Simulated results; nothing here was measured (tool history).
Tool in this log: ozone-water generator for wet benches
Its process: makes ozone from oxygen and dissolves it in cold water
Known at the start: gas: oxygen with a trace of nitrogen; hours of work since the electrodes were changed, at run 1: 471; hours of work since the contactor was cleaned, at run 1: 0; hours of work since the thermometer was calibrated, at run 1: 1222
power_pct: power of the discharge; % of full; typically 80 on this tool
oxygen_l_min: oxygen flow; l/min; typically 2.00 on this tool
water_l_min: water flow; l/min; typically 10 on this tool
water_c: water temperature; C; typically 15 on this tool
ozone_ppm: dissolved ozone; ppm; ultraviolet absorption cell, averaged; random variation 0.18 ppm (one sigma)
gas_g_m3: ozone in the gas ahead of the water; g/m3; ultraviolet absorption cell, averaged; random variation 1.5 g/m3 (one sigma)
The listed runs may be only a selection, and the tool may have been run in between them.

run	hour	power_pct	oxygen_l_min	water_l_min	water_c	hours of work since the electrodes were changed	hours of work since the contactor was cleaned	hours of work since the thermometer was calibrated	ozone_ppm	gas_g_m3
1	0.0	80	2.00	10	15	471	0	1222	25.4	287.0
2	85.4	80	2.00	10	15	533	62	1284	25.2	284.7
3	160.0	80	2.00	10	15	587	116	1338	25.2	283.0
4	223.4	80	2.00	11	15	633	162	1384	22.8	284.4
5	301.9	80	2.00	10	15	690	219	1441	25.3	282.8
6	364.6	80	1.07	10	15	735	264	1486	20.7	360.5
7	423.6	80	1.53	10	15	778	307	1529	23.4	311.4
8	508.3	51	1.53	10	15	839	368	1590	17.8	240.2
9	562.0	51	1.53	10	15	878	407	1629	17.9	241.1
10	626.5	80	2.99	10	15	925	453	1676	27.0	238.5
11	704.1	80	2.43	14	15	981	510	1732	18.3	262.2
12	761.2	59	1.88	16	19	1022	551	1773	11.8	242.7
13	813.4	80	3.00	10	9	1060	589	1811	29.0	238.3
14	872.0	59	1.54	12	20	1102	631	1853	15.3	260.7
15	953.3	80	1.58	13	15	1161	690	1912	17.3	305.9
16	1010.0	91	1.14	10	9	1202	731	1953	23.4	372.6
17	1071.7	91	1.14	10	9	1247	776	1998	23.4	373.7
18	1137.9	91	1.14	10	9	1295	824	2046	23.2	372.9

Below are 5 alternative next runs, each starting from the tool's condition after run 18. Predict each:
A	1184.3	54	2.00	10	15	1329	857	2079	?	?
B	1184.3	44	1.14	10	9	1329	857	2079	?	?
C	1184.3	80	2.00	6	15	1329	857	2079	?	?
D	1184.3	78	1.52	10	9	1329	857	2079	?	?
E	1184.3	80	1.89	15	15	1329	857	2079	?	?

run	ozone_ppm	gas_g_m3
A	19.4	220.5
B	15.3	243.7
C	38.6	279.5
D	23.5	301.5
E	15.4	284.3
Without the tool's hidden state the same runs would have given:
run	ozone_ppm	gas_g_m3
A	20.3	227.0
B	15.9	249.9
C	40.5	290.1
D	24.8	312.7
E	16.2	295.0

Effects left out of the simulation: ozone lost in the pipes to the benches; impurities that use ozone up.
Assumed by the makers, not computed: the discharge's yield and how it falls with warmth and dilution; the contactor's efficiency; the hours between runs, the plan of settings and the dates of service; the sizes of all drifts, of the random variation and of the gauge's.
